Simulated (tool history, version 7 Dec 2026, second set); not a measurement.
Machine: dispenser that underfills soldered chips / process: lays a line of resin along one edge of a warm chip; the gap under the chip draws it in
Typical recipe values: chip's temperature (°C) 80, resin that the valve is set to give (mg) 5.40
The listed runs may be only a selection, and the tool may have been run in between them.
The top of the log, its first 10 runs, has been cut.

run   hour  chip's temperature (°C)  resin that the valve is set to give (mg)  hours of work since the syringe was changed  hours of work since the valve was cleaned  hours of work since the stage was calibrated  time until the resin shows at the far edge (s)  resin that the valve gave (mg)
 11   91.0                       80                                      5.40                                            5                                         40                                            76                                             5.3                            5.18
      96.1  -- dispensing valve cleaned and set on the balance
     102.3  -- new syringe of resin
 12  102.3                       80                                      5.40                                            0                                          4                                            83                                             4.2                            5.35
 13  111.9                       80                                      5.28                                            7                                         11                                            90                                             6.6                            5.21
     119.9  -- new syringe of resin
 14  122.2                       80                                      5.40                                            2                                         18                                            97                                             4.5                            5.29
 15  134.5                       80                                      5.40                                           10                                         26                                           105                                             7.7                            5.23
     137.6  -- new syringe of resin
 16  140.3                       80                                      4.77                                            2                                         30                                           109                                             5.0                            4.58
 17  148.9                       80                                      4.77                                            8                                         36                                           115                                             6.3                            4.64
     155.0  -- new syringe of resin
     159.7  -- dispensing valve cleaned and set on the balance
 18  162.7                       82                                      5.40                                            5                                          2                                           124                                             4.5                            5.43
 19  172.5                       80                                      6.20                                           12                                          9                                           131                                             7.4                            6.15
     173.6  -- new syringe of resin
 20  179.0                       79                                      5.01                                            4                                         13                                           135                                             5.6                            4.96
 21  186.8                       84                                      6.15                                            9                                         19                                           140                                             5.8                            6.07
     190.5  -- new syringe of resin
 22  197.3                       82                                      5.64                                            5                                         26                                           147                                             4.9                            5.53

Run 23 has not been measured yet. What should we expect?
     207.6  -- new syringe of resin
 23  208.9                       80                                      6.14                                            1                                         34                                           155                                               ?                               ?

{"run 23": {"time until the resin shows at the far edge (s)": 4.4, "resin that the valve gave (mg)": 5.98}}
On a tool with no hidden condition, and with the same random variation, this run would have come out at time until the resin shows at the far edge (s) 4.0, resin that the valve gave (mg) 6.16.
